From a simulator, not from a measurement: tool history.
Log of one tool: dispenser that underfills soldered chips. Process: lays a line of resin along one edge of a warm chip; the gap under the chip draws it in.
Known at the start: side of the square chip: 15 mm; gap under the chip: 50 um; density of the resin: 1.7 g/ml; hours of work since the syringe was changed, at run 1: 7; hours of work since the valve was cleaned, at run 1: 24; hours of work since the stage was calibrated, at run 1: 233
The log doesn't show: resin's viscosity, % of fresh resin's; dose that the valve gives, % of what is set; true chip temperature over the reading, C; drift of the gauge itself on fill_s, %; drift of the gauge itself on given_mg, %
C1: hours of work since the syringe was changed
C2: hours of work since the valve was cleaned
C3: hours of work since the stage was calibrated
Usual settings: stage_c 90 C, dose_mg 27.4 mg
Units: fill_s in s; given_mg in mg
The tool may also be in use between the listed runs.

Run 1, day 0.000: usual settings; C1 7; C2 24; C3 233. Result: fill_s 312.8 s, given_mg 26.90 mg.
At day 0.125: new syringe of resin.
Run 2, day 0.242: usual settings; C1 2; C2 28; C3 238. Result: fill_s 238.5 s, given_mg 26.68 mg.
Run 3, day 0.421: usual settings but stage_c 89 C; C1 5; C2 32; C3 241. Result: fill_s 288.1 s, given_mg 26.74 mg.
Run 4, day 0.596: usual settings but stage_c 89 C, dose_mg 28.9 mg; C1 9; C2 35; C3 244. Result: fill_s 338.0 s, given_mg 28.23 mg.
At day 0.654: new syringe of resin.
Run 5, day 0.738: usual settings but stage_c 87 C; C1 2; C2 37; C3 247. Result: fill_s 254.7 s, given_mg 26.67 mg.
Run 6, day 0.954: usual settings but stage_c 87 C; C1 6; C2 41; C3 251. Result: fill_s 307.7 s, given_mg 26.33 mg.
At day 1.192: new syringe of resin.
Run 7, day 1.221: usual settings but dose_mg 32.4 mg; C1 1; C2 46; C3 255. Result: fill_s 218.5 s, given_mg 31.03 mg.
Run 8, day 1.429: usual settings but dose_mg 32.4 mg; C1 4; C2 50; C3 259. Result: fill_s 264.7 s, given_mg 31.17 mg.
Run 9, day 1.633: usual settings but stage_c 98 C; C1 8; C2 54; C3 263. Result: fill_s 262.4 s, given_mg 26.08 mg.
At day 1.721: new syringe of resin.
Run 10, day 1.775: usual settings but stage_c 98 C; C1 1; C2 56; C3 265. Result: fill_s 184.0 s, given_mg 26.06 mg.
At day 2.012: dispensing valve cleaned and set on the balance.
Run 11, day 2.071: usual settings but stage_c 98 C; C1 6; C2 1; C3 270. Result: fill_s 230.9 s, given_mg 27.25 mg.
At day 2.292: new syringe of resin.
Run 12, day 2.354: usual settings but stage_c 78 C, dose_mg 32.2 mg; C1 1; C2 6; C3 275. Result: fill_s 313.4 s, given_mg 31.89 mg.
Run 13, day 2.538: usual settings but stage_c 101 C, dose_mg 32.5 mg; C1 5; C2 9; C3 278. Result: fill_s 196.3 s, given_mg 32.21 mg.
Run 14, day 2.754: usual settings but dose_mg 24.0 mg; C1 9; C2 13; C3 282. Result: fill_s 338.1 s, given_mg 23.67 mg.

The next listed run, before its measurement:
At day 2.829: new syringe of resin.
Run 15, day 2.962: usual settings but stage_c 93 C, dose_mg 29.4 mg; C1 2; C2 17; C3 286. Result: fill_s ?, given_mg ?.

fill_s: 222.6 s
given_mg: 29.05 mg
Without the tool's hidden state the same run would have given fill_s 201.9 s, given_mg 29.49 mg.

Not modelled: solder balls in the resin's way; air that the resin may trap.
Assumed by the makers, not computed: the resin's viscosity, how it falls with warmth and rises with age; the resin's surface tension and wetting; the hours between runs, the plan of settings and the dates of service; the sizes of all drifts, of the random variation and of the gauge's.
